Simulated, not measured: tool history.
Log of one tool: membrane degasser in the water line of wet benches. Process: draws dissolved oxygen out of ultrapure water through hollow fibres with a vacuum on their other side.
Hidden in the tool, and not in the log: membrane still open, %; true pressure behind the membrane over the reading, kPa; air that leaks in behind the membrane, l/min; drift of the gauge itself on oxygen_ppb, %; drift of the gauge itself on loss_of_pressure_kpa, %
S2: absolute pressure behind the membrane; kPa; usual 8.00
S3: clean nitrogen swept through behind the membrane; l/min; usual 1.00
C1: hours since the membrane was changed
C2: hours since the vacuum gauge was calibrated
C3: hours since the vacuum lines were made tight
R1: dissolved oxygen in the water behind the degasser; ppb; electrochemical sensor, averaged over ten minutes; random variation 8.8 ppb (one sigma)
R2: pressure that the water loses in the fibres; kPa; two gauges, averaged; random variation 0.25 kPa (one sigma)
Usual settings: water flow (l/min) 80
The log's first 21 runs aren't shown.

{"run": 22, "day": 71.208, "water flow (l/min)": 67, "S2": 5.66, "S3": 0.58, "C1": 1890, "C2": 4745, "C3": 1731, "R1": 629.2, "R2": 56.38}
{"run": 23, "day": 74.025, "water flow (l/min)": 64, "S2": 18.93, "S3": 0.8, "C1": 1957, "C2": 4813, "C3": 1799, "R1": 1948.7, "R2": 53.24}
{"run": 24, "day": 77.412, "water flow (l/min)": 73, "S2": 18.93, "S3": 0.8, "C1": 2039, "C2": 4894, "C3": 1880, "R1": 2096.8, "R2": 60.97}
{"run": 25, "day": 81.846, "water flow (l/min)": 80, "S2": 9.84, "S3": 2.72, "C1": 2145, "C2": 5000, "C3": 1986, "R1": 693.3, "R2": 66.95}
{"run": 26, "day": 85.896, "water flow (l/min)": 80, "S2": 9.84, "S3": 2.72, "C1": 2242, "C2": 5098, "C3": 2084, "R1": 695.1, "R2": 66.89}
{"run": 27, "day": 90.85, "water flow (l/min)": 100, "S2": 8.81, "S3": 1.56, "C1": 2361, "C2": 5216, "C3": 2203, "R1": 1041.9, "R2": 83.66}
{"run": 28, "day": 94.121, "water flow (l/min)": 85, "S2": 4.99, "S3": 1.0, "C1": 2440, "C2": 5295, "C3": 2281, "R1": 616.4, "R2": 70.85}
{"run": 29, "day": 98.921, "water flow (l/min)": 80, "S2": 16.09, "S3": 1.0, "C1": 2555, "C2": 5410, "C3": 2396, "R1": 1770.4, "R2": 66.69}
{"run": 30, "day": 101.238, "water flow (l/min)": 80, "S2": 16.09, "S3": 1.0, "C1": 2610, "C2": 5466, "C3": 2452, "R1": 1734.8, "R2": 67.25}
{"run": 31, "day": 104.483, "water flow (l/min)": 80, "S2": 16.09, "S3": 1.57, "C1": 2688, "C2": 5544, "C3": 2530, "R1": 1393.6, "R2": 66.98}
{"run": 32, "day": 107.438, "water flow (l/min)": 50, "S2": 5.99, "S3": 0.46, "C1": 2759, "C2": 5615, "C3": 2601, "R1": 595.3, "R2": 42.0}

Forecast each of these 4 alternatives for the next run:
{"run": "A", "day": 112.554, "water flow (l/min)": 80, "S2": 14.36, "S3": 2.91, "C1": 2882, "C2": 5737, "C3": 2723, "R1": "?", "R2": "?"}
{"run": "B", "day": 112.554, "water flow (l/min)": 65, "S2": 11.57, "S3": 0.47, "C1": 2882, "C2": 5737, "C3": 2723, "R1": "?", "R2": "?"}
{"run": "C", "day": 112.554, "water flow (l/min)": 115, "S2": 5.99, "S3": 0.46, "C1": 2882, "C2": 5737, "C3": 2723, "R1": "?", "R2": "?"}
{"run": "D", "day": 112.554, "water flow (l/min)": 82, "S2": 9.98, "S3": 0.46, "C1": 2882, "C2": 5737, "C3": 2723, "R1": "?", "R2": "?"}

run=A R1=901.8 R2=67.09
run=B R1=1595.6 R2=54.27
run=C R1=1249.9 R2=96.14
run=D R1=1604.9 R2=68.81
Without the tool's hidden state the same runs would have given:
run=A R1=879.5 R2=66.56
run=B R1=1548.0 R2=53.84
run=C R1=1174.7 R2=95.39
run=D R1=1548.7 R2=68.27
